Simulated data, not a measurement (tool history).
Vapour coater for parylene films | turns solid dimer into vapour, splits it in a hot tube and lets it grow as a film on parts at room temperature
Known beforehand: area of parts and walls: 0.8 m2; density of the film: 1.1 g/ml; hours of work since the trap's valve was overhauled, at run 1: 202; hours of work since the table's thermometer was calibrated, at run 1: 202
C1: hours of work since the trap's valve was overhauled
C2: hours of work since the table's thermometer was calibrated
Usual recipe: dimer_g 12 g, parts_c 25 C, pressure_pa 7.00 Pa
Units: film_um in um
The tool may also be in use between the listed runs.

run 1 hour=0.0 | dimer_g=12 parts_c=25 pressure_pa=7.00 | C1=202 C2=202 | film_um=7.64
run 2 hour=13.9 | dimer_g=12 parts_c=25 pressure_pa=7.00 | C1=210 C2=210 | film_um=7.63
run 3 hour=35.0 | dimer_g=12 parts_c=25 pressure_pa=7.00 | C1=221 C2=221 | film_um=7.56
-- hour=45.0 trap's valve overhauled
run 4 hour=50.2 | dimer_g=12 parts_c=25 pressure_pa=7.00 | C1=3 C2=227 | film_um=8.52
run 5 hour=71.3 | dimer_g=12 parts_c=25 pressure_pa=7.00 | C1=14 C2=238 | film_um=8.32
run 6 hour=86.4 | dimer_g=12 parts_c=25 pressure_pa=7.00 | C1=22 C2=246 | film_um=8.45
run 7 hour=98.6 | dimer_g=5 parts_c=25 pressure_pa=7.00 | C1=29 C2=253 | film_um=3.47
run 8 hour=118.0 | dimer_g=8 parts_c=25 pressure_pa=7.00 | C1=39 C2=263 | film_um=5.54
run 9 hour=134.4 | dimer_g=7 parts_c=25 pressure_pa=7.00 | C1=48 C2=272 | film_um=4.83
run 10 hour=152.1 | dimer_g=7 parts_c=25 pressure_pa=7.00 | C1=58 C2=282 | film_um=4.86
run 11 hour=163.7 | dimer_g=12 parts_c=25 pressure_pa=7.00 | C1=64 C2=288 | film_um=8.17
run 12 hour=176.6 | dimer_g=10 parts_c=25 pressure_pa=7.00 | C1=71 C2=295 | film_um=6.98
run 13 hour=199.9 | dimer_g=12 parts_c=25 pressure_pa=7.63 | C1=83 C2=307 | film_um=7.96
run 14 hour=215.7 | dimer_g=12 parts_c=25 pressure_pa=7.63 | C1=92 C2=316 | film_um=7.97
run 15 hour=228.7 | dimer_g=12 parts_c=25 pressure_pa=7.63 | C1=99 C2=323 | film_um=7.97
run 16 hour=250.0 | dimer_g=12 parts_c=25 pressure_pa=7.63 | C1=110 C2=334 | film_um=7.86
run 17 hour=263.0 | dimer_g=12 parts_c=25 pressure_pa=7.63 | C1=117 C2=341 | film_um=7.93
run 18 hour=284.0 | dimer_g=8 parts_c=25 pressure_pa=7.00 | C1=128 C2=353 | film_um=5.28
run 19 hour=298.5 | dimer_g=12 parts_c=25 pressure_pa=7.00 | C1=136 C2=360 | film_um=7.97
run 20 hour=310.6 | dimer_g=12 parts_c=28 pressure_pa=10.71 | C1=143 C2=367 | film_um=6.83
run 21 hour=325.7 | dimer_g=12 parts_c=23 pressure_pa=4.19 | C1=151 C2=375 | film_um=8.73
run 22 hour=339.2 | dimer_g=12 parts_c=23 pressure_pa=4.19 | C1=158 C2=382 | film_um=8.61
run 23 hour=355.2 | dimer_g=9 parts_c=32 pressure_pa=5.81 | C1=167 C2=391 | film_um=4.95
run 24 hour=377.9 | dimer_g=9 parts_c=32 pressure_pa=5.81 | C1=179 C2=403 | film_um=4.92
run 25 hour=401.9 | dimer_g=7 parts_c=26 pressure_pa=2.06 | C1=192 C2=416 | film_um=5.01
run 26 hour=414.3 | dimer_g=7 parts_c=23 pressure_pa=4.58 | C1=199 C2=423 | film_um=4.97
run 27 hour=424.3 | dimer_g=15 parts_c=25 pressure_pa=10.43 | C1=204 C2=428 | film_um=9.01
run 28 hour=443.9 | dimer_g=8 parts_c=18 pressure_pa=7.65 | C1=214 C2=439 | film_um=5.87
run 29 hour=455.4 | dimer_g=8 parts_c=18 pressure_pa=2.61 | C1=221 C2=445 | film_um=6.63
-- hour=465.9 trap's valve overhauled
run 30 hour=470.8 | dimer_g=8 parts_c=18 pressure_pa=2.61 | C1=3 C2=451 | film_um=7.44
run 31 hour=492.3 | dimer_g=12 parts_c=30 pressure_pa=7.49 | C1=14 C2=462 | film_um=7.35
run 32 hour=506.5 | dimer_g=12 parts_c=25 pressure_pa=2.19 | C1=22 C2=470 | film_um=9.45
run 33 hour=518.1 | dimer_g=12 parts_c=20 pressure_pa=9.97 | C1=28 C2=476 | film_um=8.88
run 34 hour=527.7 | dimer_g=20 parts_c=20 pressure_pa=6.13 | C1=33 C2=481 | film_um=15.99
run 35 hour=547.9 | dimer_g=16 parts_c=25 pressure_pa=7.00 | C1=44 C2=492 | film_um=10.94
run 36 hour=557.7 | dimer_g=17 parts_c=25 pressure_pa=7.00 | C1=49 C2=498 | film_um=11.40
run 37 hour=576.0 | dimer_g=8 parts_c=24 pressure_pa=2.79 | C1=59 C2=507 | film_um=6.21
run 38 hour=593.2 | dimer_g=8 parts_c=24 pressure_pa=2.79 | C1=68 C2=517 | film_um=6.14

Difference, measured minus no-hidden-state, one row per run. Run-to-run variation is common to both terms; the gauge's own scatter need not be:
What the log doesn't record here: vapour lost through the trap's worn valve, %; true temperature of the parts over the reading, C; drift of the gauge itself on film_um, %.
run=1 film_um=-0.95
run=2 film_um=-0.99
run=3 film_um=-1.04
run=4 film_um=-0.14
run=5 film_um=-0.19
run=6 film_um=-0.22
run=7 film_um=-0.11
run=8 film_um=-0.20
run=9 film_um=-0.20
run=10 film_um=-0.22
run=11 film_um=-0.41
run=12 film_um=-0.38
run=13 film_um=-0.49
run=14 film_um=-0.52
run=15 film_um=-0.56
run=16 film_um=-0.61
run=17 film_um=-0.64
run=18 film_um=-0.46
run=19 film_um=-0.75
run=20 film_um=-0.67
run=21 film_um=-0.90
run=22 film_um=-0.93
run=23 film_um=-0.56
run=24 film_um=-0.60
run=25 film_um=-0.66
run=26 film_um=-0.67
run=27 film_um=-1.25
run=28 film_um=-0.86
run=29 film_um=-0.98
run=30 film_um=-0.21
run=31 film_um=-0.25
run=32 film_um=-0.37
run=33 film_um=-0.37
run=34 film_um=-0.72
run=35 film_um=-0.56
run=36 film_um=-0.62
run=37 film_um=-0.38
run=38 film_um=-0.40
